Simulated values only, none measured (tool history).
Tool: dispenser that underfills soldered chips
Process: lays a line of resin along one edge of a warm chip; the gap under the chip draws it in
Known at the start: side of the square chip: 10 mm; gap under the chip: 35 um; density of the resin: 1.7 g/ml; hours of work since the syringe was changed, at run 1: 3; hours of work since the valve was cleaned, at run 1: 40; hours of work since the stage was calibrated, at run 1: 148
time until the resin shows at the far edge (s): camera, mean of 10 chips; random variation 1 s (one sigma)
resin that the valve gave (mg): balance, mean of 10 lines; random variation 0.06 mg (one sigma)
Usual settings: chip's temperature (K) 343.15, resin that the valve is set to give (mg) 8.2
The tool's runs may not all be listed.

run	hour	chip's temperature (K)	resin that the valve is set to give (mg)	hours of work since the syringe was changed	hours of work since the valve was cleaned	hours of work since the stage was calibrated	time until the resin shows at the far edge (s)	resin that the valve gave (mg)
1	0	343.15	8.2	3	40	148	122.2	7.92
# hour 8.5: new syringe of resin
2	9.8	343.15	8.2	1	46	154	112.6	8.04
3	17.7	343.15	8.2	6	51	159	144.1	7.89
# hour 21.7: new syringe of resin
4	26.7	343.15	8.2	3	56	164	125.8	7.89
# hour 34.7: new syringe of resin
5	37.6	343.15	8.2	2	62	170	117.4	7.88
6	45.2	343.15	8.2	6	67	175	151.1	7.81
# hour 48.1: new syringe of resin
7	53.6	343.15	8.2	3	72	180	129.7	7.8
8	59.1	352.15	8.2	7	75	183	99.8	7.64
# hour 61.9: new syringe of resin
9	64.9	343.15	9.42	2	78	186	115.7	8.87
10	74.1	343.15	9.42	7	84	192	155.9	8.84
# hour 75.2: new syringe of resin
11	83.1	343.15	9.55	5	89	197	134.2	8.93
# hour 88.4: new syringe of resin
12	90.1	343.15	9.55	1	93	201	110.9	8.89
13	98.3	343.15	8.2	6	98	206	144.4	7.56
# hour 101.6: new syringe of resin
14	106.3	331.15	8.2	3	103	211	242.2	7.59
15	112.1	350.15	8.2	6	106	214	108.4	7.51
# hour 115.3: new syringe of resin
# hour 117.3: dispensing valve cleaned and set on the balance
16	119.3	343.15	8.2	2	1	218	117.8	8.07
# hour 129.2: new syringe of resin
17	129.4	343.15	9.42	0	7	224	106.6	9.3
18	134.5	341.15	8.2	3	10	227	140.1	8.15
# hour 142.6: new syringe of resin
19	145.3	352.15	8.18	2	16	233	76.2	8.03
# hour 155.6: new syringe of resin
20	156	343.15	7.11	0	23	239	117.2	6.82
21	164.1	357.15	7.21	5	28	244	73.2	7.06
# hour 168.9: new syringe of resin
22	171.9	343.15	10.39	2	32	249	115.2	10.2
23	178.7	343.15	10.39	6	36	253	142.9	10.13
# hour 182: new syringe of resin
24	189	329.15	8.66	4	42	259	281.8	8.39
# hour 195.8: new syringe of resin
25	198.6	333.15	9.34	2	48	264	198.2	9
# hour 209.3: new syringe of resin
26	209.3	333.15	9.34	0	54	271	184.5	9.15
27	220.5	333.15	9.34	7	61	277	262.3	8.87
# hour 222.1: new syringe of resin
28	227.7	331.15	10.09	3	65	282	242.2	9.55
# hour 235.4: new syringe of resin
29	239.1	356.15	9.82	2	72	288	64.8	9.19

Run 30 comes next. What will it give?
30	247.2	356.15	9.82	7	77	293	?	?

{"run 30": {"time until the resin shows at the far edge (s)": 82.7, "resin that the valve gave (mg)": 9.3}}
Without the tool's hidden state the same run would have given time until the resin shows at the far edge (s) 51.3, resin that the valve gave (mg) 9.86.

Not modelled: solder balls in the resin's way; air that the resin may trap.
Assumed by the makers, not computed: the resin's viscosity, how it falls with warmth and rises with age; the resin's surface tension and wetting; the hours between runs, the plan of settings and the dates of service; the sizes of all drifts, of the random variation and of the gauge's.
